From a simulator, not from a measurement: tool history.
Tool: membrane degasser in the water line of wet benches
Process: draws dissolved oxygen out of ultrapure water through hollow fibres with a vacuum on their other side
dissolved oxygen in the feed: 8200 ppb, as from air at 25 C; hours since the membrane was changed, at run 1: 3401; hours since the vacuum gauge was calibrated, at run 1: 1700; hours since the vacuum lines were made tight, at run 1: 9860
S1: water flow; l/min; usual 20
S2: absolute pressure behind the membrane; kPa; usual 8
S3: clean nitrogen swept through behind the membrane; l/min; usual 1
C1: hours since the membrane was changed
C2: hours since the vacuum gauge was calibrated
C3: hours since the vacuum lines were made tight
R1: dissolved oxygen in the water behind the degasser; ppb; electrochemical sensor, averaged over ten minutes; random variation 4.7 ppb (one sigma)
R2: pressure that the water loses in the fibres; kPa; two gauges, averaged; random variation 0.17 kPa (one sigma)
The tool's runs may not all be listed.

run 1 hour=0 | S1=20 S2=8 S3=1 | C1=3401 C2=1700 C3=9860 | R1=494 R2=29
run 2 hour=87.7 | S1=20 S2=8 S3=1 | C1=3489 C2=1788 C3=9947 | R1=493.7 R2=29.11
run 3 hour=168.4 | S1=20 S2=8 S3=1 | C1=3570 C2=1869 C3=10028 | R1=494.1 R2=29.13
run 4 hour=226.2 | S1=21 S2=8 S3=1 | C1=3627 C2=1927 C3=10086 | R1=526.6 R2=30.7
run 5 hour=261.9 | S1=20 S2=8 S3=1.28 | C1=3663 C2=1962 C3=10122 | R1=458.1 R2=29.11
run 6 hour=314.1 | S1=20 S2=8 S3=1 | C1=3715 C2=2015 C3=10174 | R1=486.6 R2=29.26
run 7 hour=395.1 | S1=20 S2=8 S3=0.71 | C1=3796 C2=2096 C3=10255 | R1=560.1 R2=29.27
run 8 hour=471.8 | S1=20 S2=8 S3=0.71 | C1=3873 C2=2172 C3=10332 | R1=563.9 R2=29.21
run 9 hour=531.9 | S1=18 S2=8 S3=0.71 | C1=3933 C2=2232 C3=10392 | R1=504.4 R2=26.2
run 10 hour=589.5 | S1=19 S2=8 S3=1 | C1=3991 C2=2290 C3=10449 | R1=466.2 R2=27.38
run 11 hour=673.9 | S1=19 S2=8 S3=1 | C1=4075 C2=2374 C3=10534 | R1=466.5 R2=27.99
run 12 hour=740.8 | S1=20 S2=8 S3=1 | C1=4142 C2=2441 C3=10600 | R1=495.6 R2=29.37
run 13 hour=817.2 | S1=20 S2=8 S3=0.77 | C1=4218 C2=2518 C3=10677 | R1=540.6 R2=29.19
-- hour=823 vacuum gauge calibrated
run 14 hour=894.6 | S1=20 S2=8 S3=1.41 | C1=4295 C2=72 C3=10754 | R1=450.1 R2=29.24
run 15 hour=950.5 | S1=20 S2=5.7 S3=1.41 | C1=4351 C2=128 C3=10810 | R1=374.5 R2=29.07
run 16 hour=1020.8 | S1=20 S2=5.7 S3=1.41 | C1=4421 C2=198 C3=10880 | R1=382.6 R2=29.39
run 17 hour=1066.6 | S1=20 S2=5.7 S3=1.41 | C1=4467 C2=244 C3=10926 | R1=376.7 R2=29.15
run 18 hour=1136.6 | S1=18 S2=5.27 S3=2.46 | C1=4537 C2=314 C3=10996 | R1=294 R2=26.14
run 19 hour=1191.8 | S1=20 S2=8 S3=1.29 | C1=4592 C2=369 C3=11051 | R1=463.7 R2=29.49
-- hour=1215.8 vacuum gauge calibrated, once more
run 20 hour=1260.3 | S1=20 S2=8 S3=1.29 | C1=4660 C2=44 C3=11119 | R1=469.3 R2=29.35
run 21 hour=1332.9 | S1=32 S2=18.54 S3=0.72 | C1=4733 C2=117 C3=11192 | R1=1594.6 R2=47.21
run 22 hour=1385.4 | S1=17 S2=4.9 S3=0.72 | C1=4786 C2=170 C3=11244 | R1=326 R2=24.84
run 23 hour=1464.5 | S1=17 S2=4.9 S3=0.72 | C1=4865 C2=249 C3=11323 | R1=323.2 R2=25.1
run 24 hour=1527.3 | S1=18 S2=8 S3=0.52 | C1=4927 C2=311 C3=11386 | R1=574.1 R2=26.75
run 25 hour=1573.3 | S1=17 S2=5.37 S3=1 | C1=4974 C2=357 C3=11432 | R1=318.6 R2=24.92
run 26 hour=1639.2 | S1=17 S2=5.37 S3=1 | C1=5039 C2=423 C3=11498 | R1=324.2 R2=24.95
run 27 hour=1678.7 | S1=17 S2=5.37 S3=1 | C1=5079 C2=463 C3=11537 | R1=318.5 R2=25.1
run 28 hour=1730.2 | S1=21 S2=5.37 S3=0.6 | C1=5130 C2=514 C3=11589 | R1=470.9 R2=31.05
run 29 hour=1784.3 | S1=21 S2=8.18 S3=0.9 | C1=5184 C2=568 C3=11643 | R1=558.5 R2=30.88
run 30 hour=1867.7 | S1=20 S2=16.84 S3=1 | C1=5268 C2=652 C3=11726 | R1=855.9 R2=29.52
run 31 hour=1937.1 | S1=12 S2=6.95 S3=1 | C1=5337 C2=721 C3=11796 | R1=246.9 R2=17.8

5 ways to go on from here, each from the tool as it stands after run 31. What would each give?
run A hour=2023.5 | S1=12 S2=4.88 S3=2.9 | C1=5424 C2=808 C3=11882 | R1=? R2=?
run B hour=2023.5 | S1=12 S2=6.95 S3=2.75 | C1=5424 C2=808 C3=11882 | R1=? R2=?
run C hour=2023.5 | S1=16 S2=7.32 S3=0.49 | C1=5424 C2=808 C3=11882 | R1=? R2=?
run D hour=2023.5 | S1=24 S2=19.81 S3=2.98 | C1=5424 C2=808 C3=11882 | R1=? R2=?
run E hour=2023.5 | S1=12 S2=6.95 S3=1.26 | C1=5424 C2=808 C3=11882 | R1=? R2=?

run=A R1=161 R2=17.98
run=B R1=183.1 R2=17.69
run=C R1=491.4 R2=23.63
run=D R1=669.4 R2=35.14
run=E R1=227.4 R2=17.63
Without the tool's hidden state the same runs would have given:
run=A R1=141.8 R2=17.38
run=B R1=163.1 R2=17.1
run=C R1=466.5 R2=22.84
run=D R1=628.1 R2=33.95
run=E R1=206.8 R2=17.04
